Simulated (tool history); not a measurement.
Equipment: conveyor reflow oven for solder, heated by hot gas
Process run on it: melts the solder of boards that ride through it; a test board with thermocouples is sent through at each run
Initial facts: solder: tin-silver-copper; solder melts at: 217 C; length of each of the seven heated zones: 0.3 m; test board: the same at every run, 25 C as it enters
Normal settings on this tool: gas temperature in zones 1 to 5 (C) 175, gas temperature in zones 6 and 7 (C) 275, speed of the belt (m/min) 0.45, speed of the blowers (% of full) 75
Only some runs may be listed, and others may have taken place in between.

| run | day | gas temperature in zones 1 to 5 (C) | gas temperature in zones 6 and 7 (C) | speed of the belt (m/min) | speed of the blowers (% of full) | highest temperature of the board (C) | time above the solder's melting point (s) |
|---|---|---|---|---|---|---|---|
| 1 | 0 | 175 | 275 | 0.45 | 75 | 263 | 68 |
| 2 | 1.967 | 175 | 275 | 0.45 | 75 | 263.1 | 67.9 |
| 3 | 3.571 | 175 | 275 | 0.45 | 75 | 263.1 | 68 |
| 4 | 4.404 | 175 | 275 | 0.482 | 75 | 260.7 | 61.7 |
| 5 | 6.162 | 175 | 266 | 0.482 | 75 | 252.8 | 56.4 |
| 6 | 7.521 | 175 | 275 | 0.45 | 75 | 262.9 | 68 |
| 7 | 8.45 | 175 | 275 | 0.45 | 50 | 254.5 | 60.4 |
|  | 9.633 | thermocouples of zones 6 and 7 changed |
| 8 | 9.783 | 175 | 275 | 0.45 | 50 | 251.7 | 58.4 |
|  | 11.529 | flux residue cleaned out of gas plates and filters |
| 9 | 11.571 | 175 | 275 | 0.45 | 50 | 252.9 | 59.9 |
| 10 | 13.375 | 175 | 275 | 0.45 | 50 | 252.8 | 59.5 |
| 11 | 14.538 | 175 | 275 | 0.45 | 56 | 255.6 | 62 |
| 12 | 15.779 | 175 | 275 | 0.45 | 56 | 255.4 | 62 |
| 13 | 17.004 | 175 | 275 | 0.45 | 56 | 255 | 62 |
| 14 | 18.167 | 175 | 275 | 0.45 | 56 | 255.2 | 62.1 |

Run 15 comes next. What will it give?
| 15 | 20.017 | 175 | 278 | 0.409 | 52 | ? | ? |

{"run 15": {"highest temperature of the board (C)": 259.7, "time above the solder's melting point (s)": 72.4}}
Had the tool carried no hidden state, the very same run would have given highest temperature of the board (C) 259.3, time above the solder's melting point (s) 71.5.
